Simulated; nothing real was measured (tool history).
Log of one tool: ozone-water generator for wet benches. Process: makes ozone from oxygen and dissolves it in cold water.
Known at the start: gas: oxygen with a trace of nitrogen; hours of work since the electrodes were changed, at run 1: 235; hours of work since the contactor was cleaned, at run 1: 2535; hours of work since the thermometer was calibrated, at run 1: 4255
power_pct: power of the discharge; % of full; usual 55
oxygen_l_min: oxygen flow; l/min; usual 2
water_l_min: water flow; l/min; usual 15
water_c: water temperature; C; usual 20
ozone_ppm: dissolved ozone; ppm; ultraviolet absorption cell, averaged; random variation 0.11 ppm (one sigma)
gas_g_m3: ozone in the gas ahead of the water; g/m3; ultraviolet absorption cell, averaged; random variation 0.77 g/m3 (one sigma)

run   hour  power_pct  oxygen_l_min  water_l_min  water_c  hours of work since the electrodes were changed  hours of work since the contactor was cleaned  hours of work since the thermometer was calibrated  ozone_ppm  gas_g_m3
  1      0         55             2           15       20                                              235                                           2535                                                4255        8.1     120.6
  2   22.6         55             2           15       12                                              255                                           2556                                                4275        8.7     118.1
  3   68.7         55          1.03           15       20                                              297                                           2598                                                4317        7.6     185.7
  4   97.1         55             2           15       25                                              323                                           2624                                                4343        7.3     118.6
  5  131.4         55             2           15       25                                              354                                           2655                                                4374        7.5     118.6
  6  185.3         55             2           15       25                                              403                                           2704                                                4423        7.5     120.8
  7  228.2         55             2           15       25                                              442                                           2743                                                4462        7.3     118.7
  8  265.1         55             2           15       25                                              476                                           2776                                                4496        7.4     118.5
  9  302.4         55             2           15       25                                              510                                           2810                                                4530        7.5     118.2
 10  352.9         55             2           15       25                                              556                                           2856                                                4576        7.4     118.6
 11  386.1         55             2           15       25                                              586                                           2886                                                4606        7.7     118.3
 12  413.6         55             2           15       14                                              611                                           2911                                                4631        8.3       118
 13  455.3         55          3.15           15       20                                              649                                           2949                                                4669        7.8        86
 14    509         55             2           15       20                                              698                                           2998                                                4718        7.9     117.9
 15  538.4         55             2           15       20                                              724                                           3025                                                4744          8       119
 16  560.8         55             2           15       20                                              745                                           3045                                                4765        7.9     118.1
 17  600.8         55             2           15       20                                              781                                           3082                                                4801        7.7     118.5
 18  651.4         55          1.16           15       21                                              827                                           3128                                                4847        7.4     171.8
 19  689.3         60          3.48           23       26                                              862                                           3162                                                4882        5.1      87.2
 20  738.3         66          1.15           18       24                                              906                                           3207                                                4926        6.5     194.6
 21  780.2         83          3.05           15       20                                              944                                           3245                                                4964       10.6     119.6
 22  822.6         55             2           22       23                                              983                                           3283                                                5003        5.1     118.1

The next listed run, before its measurement:
 23  855.1         55             2           22       23                                             1012                                           3313                                                5032          ?         ?

Run 23 gave ozone_ppm 5.1 ppm, gas_g_m3 118.2 g/m3.
Without the tool's hidden state the same run would have given ozone_ppm 5.3 ppm, gas_g_m3 118.2 g/m3.

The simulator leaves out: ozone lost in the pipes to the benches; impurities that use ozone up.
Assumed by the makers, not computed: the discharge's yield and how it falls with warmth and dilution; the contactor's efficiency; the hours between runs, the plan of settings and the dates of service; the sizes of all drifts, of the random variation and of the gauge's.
